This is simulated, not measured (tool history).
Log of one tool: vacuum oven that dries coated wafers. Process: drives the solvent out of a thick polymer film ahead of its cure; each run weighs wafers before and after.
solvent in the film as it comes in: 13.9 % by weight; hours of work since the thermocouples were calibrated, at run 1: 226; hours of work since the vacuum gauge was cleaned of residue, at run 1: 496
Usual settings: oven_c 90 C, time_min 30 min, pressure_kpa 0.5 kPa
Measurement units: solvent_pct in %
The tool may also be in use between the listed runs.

run,day,oven_c,time_min,pressure_kpa,hours of work since the thermocouples were calibrated,hours of work since the vacuum gauge was cleaned of residue,solvent_pct
1,0,90,30,0.5,226,496,0.577
2,2.004,103,30,0.5,264,534,0.168
3,3.104,103,30,0.5,286,555,0.177
4,4.75,90,24,0.5,317,587,0.937
5,6.733,90,27,0.5,355,625,0.732
6,8.467,90,30,0.256,388,658,0.498
7,9.638,90,30,0.256,411,681,0.495
8,11.404,90,30,0.303,445,714,0.517
9,12.95,90,30,1.104,474,744,0.771
10,14.75,90,30,1.104,509,779,0.767
11,16.312,90,30,1.104,539,809,0.769
12,18.346,80,30,1.104,578,848,1.683
13,20.296,80,30,1.104,615,885,1.672
14,21.688,80,30,1.104,642,912,1.684
15,23.729,80,17,1.104,681,951,3.515
16,25.946,80,17,1.104,723,993,3.506
17,28.229,101,21,1.768,767,1037,0.705
18,29.671,102,30,1.108,795,1065,0.313
19,31.446,102,30,1.108,829,1099,0.332
20,32.654,102,30,1.108,852,1122,0.328
21,34.9,90,52,0.853,895,1165,0.372
22,36.117,86,23,0.469,918,1188,1.379
23,37.792,84,16,1.623,951,1220,3.222
24,39.246,103,17,0.716,978,1248,0.638
25,40.258,84,47,0.994,998,1268,0.655
26,41.296,95,32,0.3,1018,1288,0.281
27,43.512,95,28,1.519,1060,1330,0.68
28,44.738,83,26,0.752,1084,1353,1.518
29,47.038,100,26,0.921,1128,1398,0.386
30,49.071,100,26,0.921,1167,1437,0.384
31,51.129,90,30,0.959,1206,1476,0.722
32,52.225,95,30,0.896,1227,1497,0.471

What if the next run were any one of these 4? Each begins from the tool's condition after run 32:
A,54.154,90,30,1.346,1264,1534,?
B,54.154,95,49,0.896,1264,1534,?
C,54.154,84,30,0.438,1264,1534,?
D,54.154,97,31,1.651,1264,1534,?

run,solvent_pct
A,0.85
B,0.323
C,0.985
D,0.566
With no hidden state in the tool, these same runs would have given:
run,solvent_pct
A,0.81
B,0.256
C,0.944
D,0.522
